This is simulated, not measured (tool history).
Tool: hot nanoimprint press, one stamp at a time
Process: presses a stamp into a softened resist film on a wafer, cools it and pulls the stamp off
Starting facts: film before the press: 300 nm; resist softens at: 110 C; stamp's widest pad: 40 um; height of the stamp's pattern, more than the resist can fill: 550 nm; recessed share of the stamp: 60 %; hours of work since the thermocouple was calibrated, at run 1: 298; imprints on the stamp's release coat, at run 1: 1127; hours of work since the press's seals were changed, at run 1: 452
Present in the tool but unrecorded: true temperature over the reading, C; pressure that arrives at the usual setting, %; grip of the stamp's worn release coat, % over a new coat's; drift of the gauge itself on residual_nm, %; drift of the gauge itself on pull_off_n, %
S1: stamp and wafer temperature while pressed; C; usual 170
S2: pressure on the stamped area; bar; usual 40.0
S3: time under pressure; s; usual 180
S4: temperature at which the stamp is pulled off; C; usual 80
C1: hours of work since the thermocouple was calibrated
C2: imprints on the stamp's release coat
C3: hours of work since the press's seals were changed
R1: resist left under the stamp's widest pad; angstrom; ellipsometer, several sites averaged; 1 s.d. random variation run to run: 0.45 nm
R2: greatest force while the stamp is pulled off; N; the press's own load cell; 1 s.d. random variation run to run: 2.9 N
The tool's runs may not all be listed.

run 1 day=0.000 | S1=170 S2=40.0 S3=180 S4=80 | C1=298 C2=1127 C3=452 | R1=1609 R2=139
run 2 day=2.112 | S1=170 S2=40.0 S3=169 S4=80 | C1=337 C2=1276 C3=491 | R1=1649 R2=136
run 3 day=3.383 | S1=170 S2=40.0 S3=169 S4=80 | C1=361 C2=1367 C3=515 | R1=1639 R2=139
run 4 day=4.925 | S1=170 S2=40.0 S3=169 S4=80 | C1=390 C2=1476 C3=544 | R1=1639 R2=140
-- day=5.796 press's hydraulic seals changed and the load cell set to zero
-- day=7.192 plate thermocouple calibrated
run 5 day=7.492 | S1=170 S2=27.9 S3=180 S4=80 | C1=6 C2=1625 C3=29 | R1=1866 R2=136
run 6 day=9.425 | S1=170 S2=27.9 S3=180 S4=88 | C1=42 C2=1762 C3=66 | R1=1870 R2=113
run 7 day=10.400 | S1=175 S2=27.9 S3=180 S4=88 | C1=60 C2=1832 C3=84 | R1=1576 R2=115
run 8 day=11.675 | S1=172 S2=27.9 S3=180 S4=88 | C1=84 C2=1922 C3=108 | R1=1753 R2=114
run 9 day=12.592 | S1=172 S2=27.9 S3=180 S4=88 | C1=101 C2=1987 C3=125 | R1=1748 R2=116
run 10 day=13.817 | S1=170 S2=40.0 S3=95 S4=80 | C1=124 C2=2074 C3=148 | R1=1946 R2=141
run 11 day=15.325 | S1=170 S2=40.0 S3=180 S4=80 | C1=152 C2=2181 C3=176 | R1=1609 R2=140
run 12 day=17.292 | S1=170 S2=40.0 S3=180 S4=80 | C1=189 C2=2320 C3=213 | R1=1607 R2=135
run 13 day=18.358 | S1=170 S2=40.0 S3=180 S4=80 | C1=209 C2=2396 C3=233 | R1=1605 R2=137
-- day=19.604 stamp cleaned and given a new release coat
run 14 day=20.571 | S1=170 S2=40.0 S3=180 S4=87 | C1=246 C2=69 C3=270 | R1=1609 R2=115
run 15 day=22.217 | S1=182 S2=38.7 S3=296 S4=80 | C1=277 C2=185 C3=300 | R1=856 R2=138
run 16 day=23.129 | S1=170 S2=56.4 S3=180 S4=88 | C1=294 C2=250 C3=317 | R1=1371 R2=118
run 17 day=25.221 | S1=162 S2=60.1 S3=239 S4=86 | C1=333 C2=398 C3=357 | R1=1684 R2=118
run 18 day=27.100 | S1=161 S2=39.1 S3=323 S4=78 | C1=368 C2=532 C3=392 | R1=1897 R2=142
run 19 day=28.600 | S1=163 S2=27.1 S3=197 S4=75 | C1=396 C2=638 C3=420 | R1=2258 R2=150
run 20 day=29.875 | S1=170 S2=42.5 S3=180 S4=80 | C1=420 C2=728 C3=444 | R1=1560 R2=140
-- day=30.171 plate thermocouple calibrated
run 21 day=31.779 | S1=170 S2=42.5 S3=180 S4=80 | C1=30 C2=854 C3=477 | R1=1566 R2=140
run 22 day=33.196 | S1=168 S2=60.1 S3=331 S4=77 | C1=57 C2=955 C3=504 | R1=1150 R2=151
run 23 day=35.321 | S1=168 S2=60.1 S3=331 S4=77 | C1=96 C2=1105 C3=543 | R1=1152 R2=146
-- day=36.075 press's hydraulic seals changed and the load cell set to zero
run 24 day=37.104 | S1=170 S2=40.0 S3=180 S4=69 | C1=124 C2=1208 C3=19 | R1=1606 R2=179
run 25 day=39.229 | S1=170 S2=58.0 S3=180 S4=68 | C1=163 C2=1359 C3=59 | R1=1352 R2=174

What will run 26 give?
run 26 day=40.679 | S1=170 S2=24.2 S3=228 S4=80 | C1=190 C2=1462 C3=86 | R1=? R2=?

{"run 26": {"R1": 1847, "R2": 137}}
If the tool had no hidden condition, the same run with the same run-to-run variation would have returned R1 1847 angstrom, R2 136 N.
